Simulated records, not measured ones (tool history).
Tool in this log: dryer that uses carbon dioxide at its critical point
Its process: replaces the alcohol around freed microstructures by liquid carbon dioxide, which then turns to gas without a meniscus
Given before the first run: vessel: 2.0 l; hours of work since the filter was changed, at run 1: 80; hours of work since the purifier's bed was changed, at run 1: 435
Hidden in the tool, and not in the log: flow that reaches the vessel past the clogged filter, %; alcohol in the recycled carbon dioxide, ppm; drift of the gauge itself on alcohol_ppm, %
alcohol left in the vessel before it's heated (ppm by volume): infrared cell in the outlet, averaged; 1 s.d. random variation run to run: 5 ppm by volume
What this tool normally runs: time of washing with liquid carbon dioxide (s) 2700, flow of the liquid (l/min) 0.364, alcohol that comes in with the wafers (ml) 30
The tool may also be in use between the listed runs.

run	hour	time of washing with liquid carbon dioxide (s)	flow of the liquid (l/min)	alcohol that comes in with the wafers (ml)	hours of work since the filter was changed	hours of work since the purifier's bed was changed	alcohol left in the vessel before it's heated (ppm by volume)
1	0.0	2700	0.364	30	80	435	219
2	26.4	2880	0.364	30	90	446	201
3	40.4	2700	0.373	30	96	451	207
4	62.4	2700	0.373	30	105	460	220
5	75.3	3060	0.373	30	110	465	225
6	98.8	3060	0.373	30	119	475	200
7	111.3	3060	0.373	30	124	480	218
8	137.2	3060	0.373	30	135	490	227
9	160.9	2700	0.364	24	144	499	230
10	189.3	2700	0.351	24	155	511	251
11	206.0	2700	0.412	37	162	517	249
12	228.2	2160	0.364	30	171	526	335
13	257.0	1980	0.364	30	182	538	401
14	275.8	1980	0.364	30	190	545	414
15	290.9	1980	0.364	30	196	551	428
16	304.2	2760	0.566	25	201	557	242
17	329.8	2760	0.566	25	211	567	242
18	351.7	3540	0.566	33	220	575	257
19	374.9	3540	0.566	33	229	585	247

Below, some changes in alcohol left in the vessel before it's heated (ppm by volume) between adjacent runs. For each, the amount present without the hidden state too (settings, incoming material, random variation) and the amount remaining for the hidden state with gauge scatter not shared by both compared results:
Run 15 -> 16: time of washing with liquid carbon dioxide (s) 1980 -> 2760, flow of the liquid (l/min) 0.364 -> 0.566, alcohol that comes in with the wafers (ml) 30 -> 25. alcohol left in the vessel before it's heated (ppm by volume) -186: hidden state -80, all else -106.

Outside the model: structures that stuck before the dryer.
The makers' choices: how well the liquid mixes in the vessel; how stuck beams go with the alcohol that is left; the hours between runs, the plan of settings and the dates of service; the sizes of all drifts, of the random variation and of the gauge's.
